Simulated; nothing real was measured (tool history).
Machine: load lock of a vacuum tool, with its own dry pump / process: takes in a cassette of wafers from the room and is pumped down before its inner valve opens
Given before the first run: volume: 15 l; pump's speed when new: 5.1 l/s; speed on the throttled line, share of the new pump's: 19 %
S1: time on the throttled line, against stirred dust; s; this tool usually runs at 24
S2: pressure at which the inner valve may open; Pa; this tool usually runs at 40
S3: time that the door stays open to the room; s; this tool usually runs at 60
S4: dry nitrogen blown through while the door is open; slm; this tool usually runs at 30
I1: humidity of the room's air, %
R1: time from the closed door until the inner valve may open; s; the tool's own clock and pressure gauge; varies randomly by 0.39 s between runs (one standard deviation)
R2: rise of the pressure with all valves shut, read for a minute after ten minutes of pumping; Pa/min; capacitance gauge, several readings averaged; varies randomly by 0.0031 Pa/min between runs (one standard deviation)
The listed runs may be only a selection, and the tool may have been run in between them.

{"run": 1, "hour": 0.0, "S1": 24, "S2": 40, "S3": 60, "S4": 30, "I1": 44.4, "R1": 42.4, "R2": 0.067}
{"run": 2, "hour": 611.3, "S1": 26, "S2": 40, "S3": 60, "S4": 30, "I1": 46.8, "R1": 44.3, "R2": 0.067}
{"run": 3, "hour": 1170.8, "S1": 26, "S2": 40, "S3": 60, "S4": 30, "I1": 39.7, "R1": 44.3, "R2": 0.06}
{"run": 4, "hour": 1735.5, "S1": 24, "S2": 40, "S3": 138, "S4": 30, "I1": 44.7, "R1": 42.0, "R2": 0.101}
{"run": 5, "hour": 2450.5, "S1": 24, "S2": 54, "S3": 60, "S4": 30, "I1": 44.5, "R1": 41.7, "R2": 0.071}
{"run": 6, "hour": 2786.3, "S1": 24, "S2": 54, "S3": 60, "S4": 30, "I1": 45.4, "R1": 41.8, "R2": 0.07}
{"run": 7, "hour": 3113.1, "S1": 24, "S2": 54, "S3": 60, "S4": 30, "I1": 45.5, "R1": 42.1, "R2": 0.066}
{"run": 8, "hour": 3504.0, "S1": 24, "S2": 40, "S3": 60, "S4": 20, "I1": 47.1, "R1": 42.2, "R2": 0.083}
{"run": 9, "hour": 3983.0, "S1": 24, "S2": 40, "S3": 60, "S4": 18, "I1": 47.3, "R1": 42.5, "R2": 0.08}
{"run": 10, "hour": 4633.8, "S1": 24, "S2": 40, "S3": 60, "S4": 18, "I1": 43.9, "R1": 42.5, "R2": 0.071}
{"run": 11, "hour": 5336.4, "S1": 24, "S2": 62, "S3": 60, "S4": 30, "I1": 46.9, "R1": 41.2, "R2": 0.067}
{"run": 12, "hour": 5716.6, "S1": 24, "S2": 62, "S3": 60, "S4": 30, "I1": 45.4, "R1": 40.8, "R2": 0.072}
{"run": 13, "hour": 6397.6, "S1": 24, "S2": 62, "S3": 60, "S4": 12, "I1": 44.2, "R1": 41.6, "R2": 0.087}
{"run": 14, "hour": 7125.7, "S1": 24, "S2": 40, "S3": 27, "S4": 30, "I1": 48.6, "R1": 42.2, "R2": 0.051}
{"run": 15, "hour": 7823.7, "S1": 24, "S2": 32, "S3": 60, "S4": 30, "I1": 46.3, "R1": 43.4, "R2": 0.071}
{"run": 16, "hour": 8265.2, "S1": 24, "S2": 32, "S3": 60, "S4": 30, "I1": 45.3, "R1": 43.3, "R2": 0.069}
{"run": 17, "hour": 8789.8, "S1": 24, "S2": 32, "S3": 60, "S4": 30, "I1": 43.7, "R1": 42.6, "R2": 0.07}
{"run": 18, "hour": 9360.1, "S1": 24, "S2": 69, "S3": 60, "S4": 30, "I1": 47.6, "R1": 40.4, "R2": 0.071}
{"hour": 9766.8, "done": "dry pump taken out, an overhauled one fitted"}
{"run": 19, "hour": 10065.9, "S1": 24, "S2": 69, "S3": 60, "S4": 30, "I1": 44.9, "R1": 41.0, "R2": 0.068}
{"run": 20, "hour": 10751.7, "S1": 22, "S2": 40, "S3": 149, "S4": 11, "I1": 43.3, "R1": 41.4, "R2": 0.139}
{"run": 21, "hour": 11306.5, "S1": 22, "S2": 40, "S3": 149, "S4": 11, "I1": 47.3, "R1": 40.4, "R2": 0.157}
{"run": 22, "hour": 11799.6, "S1": 22, "S2": 37, "S3": 149, "S4": 11, "I1": 40.7, "R1": 40.7, "R2": 0.132}
{"run": 23, "hour": 12281.0, "S1": 22, "S2": 38, "S3": 149, "S4": 11, "I1": 47.7, "R1": 41.0, "R2": 0.154}
{"run": 24, "hour": 12877.8, "S1": 22, "S2": 38, "S3": 149, "S4": 11, "I1": 47.5, "R1": 40.7, "R2": 0.148}
{"run": 25, "hour": 13217.5, "S1": 17, "S2": 38, "S3": 89, "S4": 11, "I1": 45.4, "R1": 36.5, "R2": 0.106}
{"run": 26, "hour": 13665.5, "S1": 17, "S2": 38, "S3": 89, "S4": 11, "I1": 43.2, "R1": 37.1, "R2": 0.105}
{"run": 27, "hour": 14131.5, "S1": 24, "S2": 73, "S3": 44, "S4": 8, "I1": 48.2, "R1": 40.8, "R2": 0.09}
{"run": 28, "hour": 14544.6, "S1": 42, "S2": 34, "S3": 117, "S4": 4, "I1": 43.8, "R1": 57.6, "R2": 0.143}
{"hour": 14655.7, "done": "door's seal changed, seat wiped"}
{"run": 29, "hour": 14890.4, "S1": 42, "S2": 34, "S3": 117, "S4": 4, "I1": 44.6, "R1": 57.8, "R2": 0.142}
{"run": 30, "hour": 15462.2, "S1": 33, "S2": 43, "S3": 84, "S4": 24, "I1": 45.3, "R1": 49.8, "R2": 0.089}
{"run": 31, "hour": 16183.5, "S1": 33, "S2": 43, "S3": 84, "S4": 24, "I1": 42.3, "R1": 49.5, "R2": 0.081}
{"run": 32, "hour": 16534.4, "S1": 33, "S2": 43, "S3": 84, "S4": 24, "I1": 44.3, "R1": 50.0, "R2": 0.086}
{"run": 33, "hour": 17003.0, "S1": 17, "S2": 28, "S3": 132, "S4": 31, "I1": 46.3, "R1": 37.4, "R2": 0.099}
{"run": 34, "hour": 17392.8, "S1": 17, "S2": 28, "S3": 132, "S4": 31, "I1": 46.7, "R1": 38.5, "R2": 0.105}

Predict the results of run 35:
{"run": 35, "hour": 17837.9, "S1": 17, "S2": 28, "S3": 132, "S4": 31, "I1": 44.2, "R1": "?", "R2": "?"}

R1: 38.1 s
R2: 0.104 Pa/min
Take away the tool's hidden state, keep the run-to-run variation as it was, and the same run would have given R1 38.1 s, R2 0.104 Pa/min.

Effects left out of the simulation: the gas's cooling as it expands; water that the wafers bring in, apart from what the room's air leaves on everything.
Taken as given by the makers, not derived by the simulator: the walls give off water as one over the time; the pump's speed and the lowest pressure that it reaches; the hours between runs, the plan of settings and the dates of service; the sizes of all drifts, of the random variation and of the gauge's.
